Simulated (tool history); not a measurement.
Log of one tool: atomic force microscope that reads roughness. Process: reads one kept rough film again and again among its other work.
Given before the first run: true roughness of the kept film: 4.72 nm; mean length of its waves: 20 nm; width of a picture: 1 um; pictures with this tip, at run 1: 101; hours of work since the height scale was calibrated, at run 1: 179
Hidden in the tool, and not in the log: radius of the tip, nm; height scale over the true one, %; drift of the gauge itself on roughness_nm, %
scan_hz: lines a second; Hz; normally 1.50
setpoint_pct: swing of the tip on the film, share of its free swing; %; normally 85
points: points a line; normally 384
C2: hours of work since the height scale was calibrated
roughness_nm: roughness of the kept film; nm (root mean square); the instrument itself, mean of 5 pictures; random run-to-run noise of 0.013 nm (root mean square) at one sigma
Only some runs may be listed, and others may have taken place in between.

{"run": 1, "hour": 0.0, "scan_hz": 1.5, "setpoint_pct": 85, "points": 384, "pictures with this tip": 101, "C2": 179, "roughness_nm": 2.297}
{"run": 2, "hour": 44.4, "scan_hz": 1.5, "setpoint_pct": 61, "points": 384, "pictures with this tip": 140, "C2": 203, "roughness_nm": 2.378}
{"run": 3, "hour": 95.8, "scan_hz": 1.5, "setpoint_pct": 61, "points": 384, "pictures with this tip": 186, "C2": 231, "roughness_nm": 2.108}
{"hour": 111.7, "done": "new tip fitted"}
{"run": 4, "hour": 133.6, "scan_hz": 1.5, "setpoint_pct": 73, "points": 384, "pictures with this tip": 20, "C2": 251, "roughness_nm": 3.146}
{"run": 5, "hour": 185.3, "scan_hz": 0.73, "setpoint_pct": 85, "points": 384, "pictures with this tip": 66, "C2": 278, "roughness_nm": 2.739}
{"run": 6, "hour": 210.7, "scan_hz": 1.5, "setpoint_pct": 85, "points": 384, "pictures with this tip": 88, "C2": 292, "roughness_nm": 2.361}
{"run": 7, "hour": 244.5, "scan_hz": 1.5, "setpoint_pct": 85, "points": 384, "pictures with this tip": 119, "C2": 310, "roughness_nm": 2.188}
{"run": 8, "hour": 279.2, "scan_hz": 1.5, "setpoint_pct": 82, "points": 384, "pictures with this tip": 149, "C2": 329, "roughness_nm": 2.094}
{"run": 9, "hour": 321.8, "scan_hz": 1.5, "setpoint_pct": 85, "points": 944, "pictures with this tip": 188, "C2": 352, "roughness_nm": 1.88}
{"hour": 334.8, "done": "new tip fitted"}
{"run": 10, "hour": 351.6, "scan_hz": 1.5, "setpoint_pct": 85, "points": 917, "pictures with this tip": 15, "C2": 367, "roughness_nm": 3.021}
{"run": 11, "hour": 396.2, "scan_hz": 1.5, "setpoint_pct": 85, "points": 917, "pictures with this tip": 54, "C2": 391, "roughness_nm": 2.626}
{"run": 12, "hour": 448.4, "scan_hz": 1.5, "setpoint_pct": 85, "points": 917, "pictures with this tip": 101, "C2": 419, "roughness_nm": 2.321}
{"run": 13, "hour": 480.7, "scan_hz": 1.5, "setpoint_pct": 85, "points": 917, "pictures with this tip": 130, "C2": 437, "roughness_nm": 2.157}
{"run": 14, "hour": 507.5, "scan_hz": 1.5, "setpoint_pct": 82, "points": 917, "pictures with this tip": 154, "C2": 451, "roughness_nm": 2.077}
{"run": 15, "hour": 530.1, "scan_hz": 1.5, "setpoint_pct": 56, "points": 384, "pictures with this tip": 174, "C2": 463, "roughness_nm": 2.236}
{"hour": 560.4, "done": "new tip fitted"}
{"run": 16, "hour": 566.1, "scan_hz": 1.5, "setpoint_pct": 56, "points": 384, "pictures with this tip": 5, "C2": 482, "roughness_nm": 3.519}
{"run": 17, "hour": 617.6, "scan_hz": 1.5, "setpoint_pct": 85, "points": 384, "pictures with this tip": 51, "C2": 510, "roughness_nm": 2.652}
{"run": 18, "hour": 644.6, "scan_hz": 1.5, "setpoint_pct": 85, "points": 384, "pictures with this tip": 75, "C2": 524, "roughness_nm": 2.465}
{"run": 19, "hour": 666.2, "scan_hz": 1.5, "setpoint_pct": 85, "points": 384, "pictures with this tip": 94, "C2": 536, "roughness_nm": 2.326}
{"run": 20, "hour": 713.9, "scan_hz": 1.5, "setpoint_pct": 85, "points": 384, "pictures with this tip": 137, "C2": 562, "roughness_nm": 2.112}
{"run": 21, "hour": 764.6, "scan_hz": 1.5, "setpoint_pct": 85, "points": 384, "pictures with this tip": 182, "C2": 589, "roughness_nm": 1.88}
{"hour": 787.0, "done": "new tip fitted"}
{"run": 22, "hour": 807.2, "scan_hz": 1.5, "setpoint_pct": 85, "points": 384, "pictures with this tip": 18, "C2": 611, "roughness_nm": 2.931}
{"run": 23, "hour": 851.3, "scan_hz": 1.5, "setpoint_pct": 85, "points": 384, "pictures with this tip": 57, "C2": 635, "roughness_nm": 2.607}
{"run": 24, "hour": 897.0, "scan_hz": 1.5, "setpoint_pct": 85, "points": 384, "pictures with this tip": 98, "C2": 660, "roughness_nm": 2.301}
{"run": 25, "hour": 934.8, "scan_hz": 1.5, "setpoint_pct": 85, "points": 384, "pictures with this tip": 131, "C2": 680, "roughness_nm": 2.107}
{"run": 26, "hour": 988.0, "scan_hz": 0.6, "setpoint_pct": 65, "points": 363, "pictures with this tip": 179, "C2": 709, "roughness_nm": 2.165}
{"hour": 1009.5, "done": "new tip fitted"}
{"run": 27, "hour": 1037.2, "scan_hz": 1.5, "setpoint_pct": 74, "points": 497, "pictures with this tip": 24, "C2": 735, "roughness_nm": 3.125}
{"run": 28, "hour": 1078.1, "scan_hz": 3.49, "setpoint_pct": 60, "points": 516, "pictures with this tip": 61, "C2": 757, "roughness_nm": 2.779}
{"run": 29, "hour": 1108.0, "scan_hz": 1.5, "setpoint_pct": 58, "points": 428, "pictures with this tip": 88, "C2": 773, "roughness_nm": 2.751}
{"run": 30, "hour": 1141.2, "scan_hz": 0.81, "setpoint_pct": 66, "points": 622, "pictures with this tip": 117, "C2": 790, "roughness_nm": 2.561}
{"hour": 1144.7, "done": "height scale calibrated on a step standard"}
{"run": 31, "hour": 1181.3, "scan_hz": 1.5, "setpoint_pct": 85, "points": 706, "pictures with this tip": 152, "C2": 20, "roughness_nm": 2.048}
{"run": 32, "hour": 1209.0, "scan_hz": 0.55, "setpoint_pct": 85, "points": 618, "pictures with this tip": 177, "C2": 35, "roughness_nm": 2.142}
{"hour": 1235.4, "done": "new tip fitted"}
{"run": 33, "hour": 1246.2, "scan_hz": 2.24, "setpoint_pct": 85, "points": 653, "pictures with this tip": 10, "C2": 54, "roughness_nm": 2.835}
{"run": 34, "hour": 1272.2, "scan_hz": 1.5, "setpoint_pct": 78, "points": 400, "pictures with this tip": 33, "C2": 68, "roughness_nm": 2.95}
{"run": 35, "hour": 1306.3, "scan_hz": 1.5, "setpoint_pct": 78, "points": 400, "pictures with this tip": 63, "C2": 86, "roughness_nm": 2.66}
{"hour": 1310.0, "done": "height scale calibrated on a step standard, once more"}
{"run": 36, "hour": 1336.5, "scan_hz": 3.39, "setpoint_pct": 85, "points": 384, "pictures with this tip": 89, "C2": 14, "roughness_nm": 1.892}
{"run": 37, "hour": 1374.2, "scan_hz": 1.5, "setpoint_pct": 88, "points": 616, "pictures with this tip": 123, "C2": 34, "roughness_nm": 2.062}
{"run": 38, "hour": 1421.9, "scan_hz": 1.5, "setpoint_pct": 85, "points": 612, "pictures with this tip": 166, "C2": 60, "roughness_nm": 1.893}
{"run": 39, "hour": 1452.8, "scan_hz": 1.5, "setpoint_pct": 85, "points": 612, "pictures with this tip": 193, "C2": 77, "roughness_nm": 1.781}
{"hour": 1461.1, "done": "new tip fitted"}
{"run": 40, "hour": 1480.8, "scan_hz": 1.07, "setpoint_pct": 72, "points": 890, "pictures with this tip": 18, "C2": 91, "roughness_nm": 3.35}
{"run": 41, "hour": 1518.9, "scan_hz": 1.07, "setpoint_pct": 72, "points": 890, "pictures with this tip": 52, "C2": 112, "roughness_nm": 3.0}
{"run": 42, "hour": 1553.1, "scan_hz": 0.54, "setpoint_pct": 70, "points": 384, "pictures with this tip": 82, "C2": 130, "roughness_nm": 2.816}
{"run": 43, "hour": 1574.7, "scan_hz": 0.91, "setpoint_pct": 68, "points": 561, "pictures with this tip": 101, "C2": 142, "roughness_nm": 2.673}
{"run": 44, "hour": 1619.1, "scan_hz": 0.91, "setpoint_pct": 68, "points": 561, "pictures with this tip": 141, "C2": 166, "roughness_nm": 2.38}
{"run": 45, "hour": 1646.9, "scan_hz": 0.91, "setpoint_pct": 68, "points": 561, "pictures with this tip": 166, "C2": 181, "roughness_nm": 2.244}
{"run": 46, "hour": 1670.6, "scan_hz": 0.91, "setpoint_pct": 68, "points": 561, "pictures with this tip": 187, "C2": 193, "roughness_nm": 2.116}
{"hour": 1683.3, "done": "new tip fitted"}
{"run": 47, "hour": 1715.6, "scan_hz": 1.5, "setpoint_pct": 76, "points": 407, "pictures with this tip": 29, "C2": 217, "roughness_nm": 2.987}

What if the next run were any one of these 5? Each begins from the tool's condition after run 47:
{"run": "A", "hour": 1761.7, "scan_hz": 2.07, "setpoint_pct": 76, "points": 622, "pictures with this tip": 70, "C2": 242, "roughness_nm": "?"}
{"run": "B", "hour": 1761.7, "scan_hz": 1.5, "setpoint_pct": 77, "points": 407, "pictures with this tip": 70, "C2": 242, "roughness_nm": "?"}
{"run": "C", "hour": 1761.7, "scan_hz": 0.55, "setpoint_pct": 76, "points": 407, "pictures with this tip": 70, "C2": 242, "roughness_nm": "?"}
{"run": "D", "hour": 1761.7, "scan_hz": 1.5, "setpoint_pct": 76, "points": 778, "pictures with this tip": 70, "C2": 242, "roughness_nm": "?"}
{"run": "E", "hour": 1761.7, "scan_hz": 2.59, "setpoint_pct": 70, "points": 831, "pictures with this tip": 70, "C2": 242, "roughness_nm": "?"}

run=A roughness_nm=2.549
run=B roughness_nm=2.614
run=C roughness_nm=2.849
run=D roughness_nm=2.689
run=E roughness_nm=2.614
What these runs would have given with no unlogged condition in the tool:
run=A roughness_nm=3.226
run=B roughness_nm=3.310
run=C roughness_nm=3.604
run=D roughness_nm=3.403
run=E roughness_nm=3.310
